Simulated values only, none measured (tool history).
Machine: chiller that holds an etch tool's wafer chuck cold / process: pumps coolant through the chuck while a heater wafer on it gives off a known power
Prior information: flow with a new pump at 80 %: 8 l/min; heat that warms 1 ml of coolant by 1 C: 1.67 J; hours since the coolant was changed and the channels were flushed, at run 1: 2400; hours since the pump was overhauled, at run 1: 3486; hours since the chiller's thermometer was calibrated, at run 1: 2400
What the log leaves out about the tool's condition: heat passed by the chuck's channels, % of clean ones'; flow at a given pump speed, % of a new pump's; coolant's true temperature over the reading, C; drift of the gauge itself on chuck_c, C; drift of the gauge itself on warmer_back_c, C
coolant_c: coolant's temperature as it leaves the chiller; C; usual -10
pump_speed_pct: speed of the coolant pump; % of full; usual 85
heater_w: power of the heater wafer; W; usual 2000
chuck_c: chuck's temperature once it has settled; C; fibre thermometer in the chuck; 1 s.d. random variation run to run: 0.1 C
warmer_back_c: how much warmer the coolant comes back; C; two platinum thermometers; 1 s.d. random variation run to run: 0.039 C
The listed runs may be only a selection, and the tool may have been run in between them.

run	day	coolant_c	pump_speed_pct	heater_w	hours since the coolant was changed and the channels were flushed	hours since the pump was overhauled	hours since the chiller's thermometer was calibrated	chuck_c	warmer_back_c
1	0.000	-10	85	2000	2400	3486	2400	19.9	9.42
2	4.738	-10	85	1442	2513	3599	2513	12.0	6.73
3	9.792	-10	85	2000	2635	3721	2635	20.4	9.53
4	12.979	-10	85	2000	2711	3797	2711	20.4	9.55
5	15.696	-10	85	2000	2776	3862	2776	20.7	9.55
6	18.729	-10	85	2000	2849	3935	2849	20.5	9.55
7	22.179	-8	85	2000	2932	4018	2932	22.9	9.58
# day 23.900: chiller's thermometer calibrated
8	26.121	-8	85	2000	3025	4112	53	22.2	9.57
9	31.521	-14	85	2000	3155	4241	183	16.2	9.65
10	34.225	-14	63	2000	3220	4306	248	25.9	12.97
11	38.979	-15	63	2000	3334	4420	362	25.1	13.03
12	45.121	-8	63	2000	3481	4568	509	32.5	13.04
13	49.908	-10	85	2000	3596	4683	624	21.0	9.86
14	53.683	-10	85	2000	3687	4773	715	21.5	9.80
15	57.767	-10	85	2000	3785	4871	813	21.6	9.77
16	61.675	-10	85	2000	3879	4965	907	21.8	9.95
17	64.525	-16	66	2177	3947	5033	975	27.1	13.84
18	69.304	-7	80	2447	4062	5148	1090	34.4	12.92
19	71.967	-3	74	1012	4126	5212	1154	15.5	5.83
20	74.942	-10	85	2578	4197	5283	1225	31.6	12.92
21	79.246	-4	76	2000	4300	5387	1328	32.1	11.16
22	84.133	-10	85	2026	4418	5504	1446	23.2	10.16
# day 86.721: coolant changed, channels flushed
23	87.988	-2	79	1302	30	5590	1532	19.1	7.06
24	93.783	-2	79	1302	170	5729	1671	19.4	7.03
25	98.517	-2	79	1302	283	5843	1785	19.7	7.08
26	101.725	-2	83	1743	360	5920	1862	25.5	9.14
27	106.208	-2	83	1743	468	6028	1969	25.7	9.14
28	111.029	-2	83	1743	583	6143	2085	26.0	9.19
29	116.142	-5	85	2364	706	6266	2208	32.2	12.28
30	119.292	-2	85	2189	782	6342	2283	32.7	11.33
31	124.983	-10	72	2307	918	6478	2420	32.8	14.20
32	129.029	-9	72	2307	1015	6575	2517	33.9	14.15

Consider 4 possible next runs. They are alternatives, not a sequence: every one starts from the tool as it was left by run 32. What does each give?
A	134.396	-11	72	2307	1144	6704	2646	?	?
B	134.396	-10	89	2000	1144	6704	2646	?	?
C	134.396	-14	72	1154	1144	6704	2646	?	?
D	134.396	-12	71	1006	1144	6704	2646	?	?

run	chuck_c	warmer_back_c
A	32.3	14.30
B	21.2	10.04
C	7.8	7.14
D	7.3	6.32
Without the tool's hidden state the same runs would have given:
run	chuck_c	warmer_back_c
A	23.2	11.50
B	14.6	8.07
C	3.0	5.74
D	2.9	5.08
